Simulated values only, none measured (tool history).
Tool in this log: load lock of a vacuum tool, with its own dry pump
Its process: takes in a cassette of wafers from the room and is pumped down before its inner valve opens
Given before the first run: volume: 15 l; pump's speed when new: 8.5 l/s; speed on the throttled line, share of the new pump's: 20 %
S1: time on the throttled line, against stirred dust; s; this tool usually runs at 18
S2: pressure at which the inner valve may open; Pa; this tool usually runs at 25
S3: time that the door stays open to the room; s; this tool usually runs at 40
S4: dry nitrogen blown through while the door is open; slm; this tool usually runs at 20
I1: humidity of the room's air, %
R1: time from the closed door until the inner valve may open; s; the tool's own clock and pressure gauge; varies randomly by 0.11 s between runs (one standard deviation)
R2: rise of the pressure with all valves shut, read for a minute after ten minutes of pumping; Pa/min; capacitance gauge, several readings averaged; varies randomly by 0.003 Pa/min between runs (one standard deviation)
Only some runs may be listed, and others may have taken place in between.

Run 1, hour 0: usual settings; I1 41.7. Result: R1 30.9 s, R2 0.092 Pa/min.
Run 2, hour 192.2: usual settings; I1 44.3. Result: R1 30.8 s, R2 0.1 Pa/min.
Run 3, hour 402.8: usual settings; I1 46.5. Result: R1 30.9 s, R2 0.1 Pa/min.
Run 4, hour 559.4: usual settings; I1 42.9. Result: R1 31.1 s, R2 0.108 Pa/min.
Run 5, hour 665.3: usual settings but S1 9 s; I1 46.6. Result: R1 24.2 s, R2 0.105 Pa/min.
Run 6, hour 856.8: usual settings but S1 9 s, S4 9 slm; I1 43.3. Result: R1 24.1 s, R2 0.116 Pa/min.
Run 7, hour 1070.4: usual settings but S1 9 s, S4 9 slm; I1 44.1. Result: R1 24.1 s, R2 0.122 Pa/min.
Run 8, hour 1308.3: usual settings but S1 9 s, S4 9 slm; I1 44.1. Result: R1 24.2 s, R2 0.122 Pa/min.
Run 9, hour 1528.3: usual settings; I1 47.4. Result: R1 31.1 s, R2 0.114 Pa/min.
Run 10, hour 1687.6: usual settings; I1 43.5. Result: R1 31.2 s, R2 0.112 Pa/min.
At hour 1749.9: dry pump taken out, an overhauled one fitted.
Run 11, hour 1878.1: usual settings; I1 43.8. Result: R1 29.1 s, R2 0.13 Pa/min.
Run 12, hour 2069.4: usual settings; I1 45.6. Result: R1 29 s, R2 0.124 Pa/min.
Run 13, hour 2276.5: usual settings; I1 45.5. Result: R1 29.3 s, R2 0.123 Pa/min.
Run 14, hour 2378.8: usual settings but S2 29 Pa; I1 48.2. Result: R1 28.9 s, R2 0.131 Pa/min.
Run 15, hour 2620.4: usual settings but S2 44 Pa; I1 44.2. Result: R1 28.2 s, R2 0.135 Pa/min.
Run 16, hour 2747.5: usual settings; I1 46.9. Result: R1 29.1 s, R2 0.134 Pa/min.
Run 17, hour 2985.1: usual settings; I1 42.8. Result: R1 29.3 s, R2 0.142 Pa/min.
Run 18, hour 3215.2: usual settings but S2 23 Pa; I1 45.4. Result: R1 29.2 s, R2 0.149 Pa/min.
Run 19, hour 3443.3: usual settings but S2 23 Pa; I1 45.8. Result: R1 29.2 s, R2 0.144 Pa/min.
Run 20, hour 3651.4: usual settings but S2 23 Pa, S3 179 s, S4 22 slm; I1 45.4. Result: R1 29.6 s, R2 0.177 Pa/min.
Run 21, hour 3791.2: usual settings but S2 26 Pa, S4 29 slm; I1 47. Result: R1 29.3 s, R2 0.155 Pa/min.
Run 22, hour 3893.1: usual settings but S1 28 s, S2 26 Pa, S3 90 s, S4 13 slm; I1 42.7. Result: R1 37.2 s, R2 0.169 Pa/min.
Run 23, hour 4140.4: usual settings but S1 13 s, S2 24 Pa, S4 7 slm; I1 43.2. Result: R1 25.4 s, R2 0.164 Pa/min.
Run 24, hour 4380.8: usual settings but S1 12 s, S2 36 Pa, S4 7 slm; I1 45.1. Result: R1 24 s, R2 0.172 Pa/min.
Run 25, hour 4604.6: usual settings but S3 54 s; I1 47.5. Result: R1 29.3 s, R2 0.172 Pa/min.
Run 26, hour 4794.4: usual settings but S3 54 s; I1 42.4. Result: R1 29.2 s, R2 0.177 Pa/min.
Run 27, hour 5042.5: usual settings but S1 25 s, S2 33 Pa, S3 46 s, S4 13 slm; I1 44.4. Result: R1 34.4 s, R2 0.179 Pa/min.
Run 28, hour 5275: usual settings but S1 33 s, S3 30 s, S4 22 slm; I1 44.1. Result: R1 41.1 s, R2 0.18 Pa/min.
Run 29, hour 5421.4: usual settings but S1 22 s, S3 97 s, S4 22 slm; I1 47. Result: R1 32.6 s, R2 0.2 Pa/min.
Run 30, hour 5568.2: usual settings but S1 22 s, S2 23 Pa, S3 115 s, S4 14 slm; I1 47.9. Result: R1 33 s, R2 0.21 Pa/min.
Run 31, hour 5690.1: usual settings but S1 13 s, S3 87 s; I1 44.4. Result: R1 25.3 s, R2 0.204 Pa/min.
Run 32, hour 5896.6: usual settings; I1 46.2. Result: R1 29.4 s, R2 0.188 Pa/min.
Run 33, hour 6034.4: usual settings but S2 28 Pa, S3 26 s; I1 47.1. Result: R1 29.2 s, R2 0.195 Pa/min.
Run 34, hour 6268: usual settings but S2 28 Pa, S3 26 s; I1 45.7. Result: R1 29.3 s, R2 0.196 Pa/min.
Run 35, hour 6445.7: usual settings but S2 28 Pa, S3 26 s; I1 43.5. Result: R1 29.2 s, R2 0.198 Pa/min.
Run 36, hour 6646.3: usual settings but S1 12 s, S2 48 Pa; I1 48.3. Result: R1 23.5 s, R2 0.212 Pa/min.
Run 37, hour 6827.8: usual settings but S1 12 s, S2 48 Pa; I1 45. Result: R1 23.6 s, R2 0.209 Pa/min.

Hidden state or all else? Some run-to-run changes of R1, split into what the settings, what came in and random variation would give without the hidden state, and what is left for the hidden state (with any gauge scatter that isn't in both results):
Hidden conditions of the tool in this case: pump's speed, % of a new pump's; leak at the door's seal, Pa l/s; drift of the gauge itself on ready_s, %; drift of the gauge itself on rise_pa_min, %.
Run 4 -> 5: S1 18 -> 9. R1 -6.9 s: hidden state +0.3, all else -7.2.
Run 8 -> 9: S1 9 -> 18, S4 9 -> 20. R1 +6.9 s: hidden state -0.2, all else +7.1.
Run 10 -> 11: dry pump taken out, an overhauled one fitted. R1 -2.1 s: hidden state -2, all else -0.1.
Run 21 -> 22: S1 18 -> 28, S3 40 -> 90, S4 29 -> 13. R1 +7.9 s: hidden state -0.1, all else +8.
Run 22 -> 23: S1 28 -> 13, S2 26 -> 24, S3 90 -> 40, S4 13 -> 7. R1 -11.8 s: hidden state +0.2, all else -12.
Run 28 -> 29: S1 33 -> 22, S3 30 -> 97. R1 -8.5 s: hidden state +0.1, all else -8.6.
